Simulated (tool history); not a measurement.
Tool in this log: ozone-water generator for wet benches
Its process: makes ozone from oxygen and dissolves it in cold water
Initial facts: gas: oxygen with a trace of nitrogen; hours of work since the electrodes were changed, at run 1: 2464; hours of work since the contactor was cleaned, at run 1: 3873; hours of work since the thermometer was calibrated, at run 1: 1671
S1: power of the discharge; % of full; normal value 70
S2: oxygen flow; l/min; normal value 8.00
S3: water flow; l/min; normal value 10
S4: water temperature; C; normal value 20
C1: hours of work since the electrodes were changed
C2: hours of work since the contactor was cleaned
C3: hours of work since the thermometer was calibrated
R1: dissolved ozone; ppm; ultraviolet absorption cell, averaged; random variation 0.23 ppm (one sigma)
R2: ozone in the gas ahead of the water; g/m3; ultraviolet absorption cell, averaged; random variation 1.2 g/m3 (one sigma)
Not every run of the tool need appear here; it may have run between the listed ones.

run 1 day=0.000 | S1=70 S2=8.00 S3=10 S4=20 | C1=2464 C2=3873 C3=1671 | R1=33.5 R2=216.1
run 2 day=4.404 | S1=70 S2=8.00 S3=10 S4=20 | C1=2541 C2=3950 C3=1748 | R1=33.3 R2=216.2
run 3 day=7.333 | S1=70 S2=8.00 S3=10 S4=14 | C1=2592 C2=4002 C3=1800 | R1=38.1 R2=216.2
run 4 day=12.692 | S1=70 S2=8.00 S3=10 S4=26 | C1=2686 C2=4095 C3=1894 | R1=28.6 R2=217.2
run 5 day=15.346 | S1=70 S2=10.59 S3=10 S4=20 | C1=2733 C2=4142 C3=1940 | R1=32.1 R2=195.6
run 6 day=19.696 | S1=70 S2=10.59 S3=10 S4=20 | C1=2809 C2=4218 C3=2016 | R1=32.3 R2=195.4
run 7 day=23.571 | S1=79 S2=8.00 S3=10 S4=20 | C1=2877 C2=4286 C3=2084 | R1=37.1 R2=239.2
run 8 day=28.633 | S1=79 S2=8.00 S3=10 S4=20 | C1=2965 C2=4375 C3=2173 | R1=37.2 R2=238.2
run 9 day=33.004 | S1=79 S2=8.00 S3=10 S4=20 | C1=3042 C2=4451 C3=2249 | R1=36.5 R2=238.2
run 10 day=37.475 | S1=79 S2=8.00 S3=10 S4=20 | C1=3120 C2=4530 C3=2328 | R1=36.5 R2=237.1
run 11 day=42.025 | S1=70 S2=8.00 S3=10 S4=20 | C1=3200 C2=4609 C3=2407 | R1=33.0 R2=212.3
run 12 day=48.438 | S1=70 S2=6.95 S3=10 S4=20 | C1=3312 C2=4722 C3=2520 | R1=32.8 R2=224.5
run 13 day=52.167 | S1=70 S2=6.95 S3=10 S4=20 | C1=3378 C2=4787 C3=2585 | R1=33.1 R2=226.2
run 14 day=56.346 | S1=70 S2=8.00 S3=10 S4=20 | C1=3451 C2=4860 C3=2658 | R1=32.6 R2=212.2
run 15 day=59.054 | S1=70 S2=8.00 S3=10 S4=20 | C1=3498 C2=4908 C3=2706 | R1=32.6 R2=213.9
run 16 day=64.217 | S1=43 S2=8.00 S3=10 S4=20 | C1=3589 C2=4998 C3=2796 | R1=21.2 R2=137.4
run 17 day=69.908 | S1=43 S2=8.00 S3=10 S4=20 | C1=3688 C2=5098 C3=2896 | R1=20.9 R2=138.1
run 18 day=74.504 | S1=84 S2=8.00 S3=13 S4=12 | C1=3769 C2=5178 C3=2976 | R1=39.8 R2=248.3
run 19 day=79.975 | S1=84 S2=8.00 S3=13 S4=12 | C1=3865 C2=5274 C3=3072 | R1=39.7 R2=248.7
run 20 day=83.800 | S1=84 S2=8.00 S3=13 S4=12 | C1=3932 C2=5341 C3=3139 | R1=39.4 R2=249.1
run 21 day=87.979 | S1=84 S2=8.00 S3=13 S4=12 | C1=4005 C2=5414 C3=3212 | R1=39.3 R2=246.6
-- day=88.729 contactor cleaned
run 22 day=94.638 | S1=84 S2=8.00 S3=13 S4=12 | C1=4119 C2=103 C3=3326 | R1=39.2 R2=247.4
run 23 day=98.858 | S1=84 S2=8.00 S3=13 S4=15 | C1=4192 C2=177 C3=3400 | R1=36.4 R2=246.1
run 24 day=102.425 | S1=84 S2=8.00 S3=13 S4=15 | C1=4255 C2=240 C3=3463 | R1=36.5 R2=246.3
run 25 day=107.525 | S1=84 S2=8.00 S3=13 S4=15 | C1=4344 C2=329 C3=3552 | R1=36.4 R2=248.7
run 26 day=111.754 | S1=48 S2=7.15 S3=15 S4=15 | C1=4418 C2=403 C3=3626 | R1=20.4 R2=156.9
run 27 day=116.488 | S1=70 S2=8.00 S3=10 S4=19 | C1=4501 C2=486 C3=3709 | R1=32.1 R2=210.2
run 28 day=122.125 | S1=70 S2=8.00 S3=10 S4=26 | C1=4600 C2=585 C3=3808 | R1=27.4 R2=209.6
-- day=124.212 contactor cleaned, once more
run 29 day=125.917 | S1=70 S2=8.00 S3=10 S4=20 | C1=4664 C2=30 C3=3871 | R1=33.2 R2=210.1
run 30 day=132.100 | S1=70 S2=8.00 S3=10 S4=20 | C1=4772 C2=138 C3=3979 | R1=32.6 R2=208.4
run 31 day=134.962 | S1=45 S2=5.66 S3=6 S4=18 | C1=4822 C2=188 C3=4030 | R1=29.5 R2=159.5

Run 32 comes next. What will it give?
run 32 day=141.275 | S1=45 S2=5.66 S3=6 S4=18 | C1=4933 C2=299 C3=4140 | R1=? R2=?

Run 32 yielded R1 29.6 ppm, R2 157.9 g/m3.
Minus the tool's unlogged condition, the same run would have read R1 31.0 ppm, R2 164.2 g/m3.
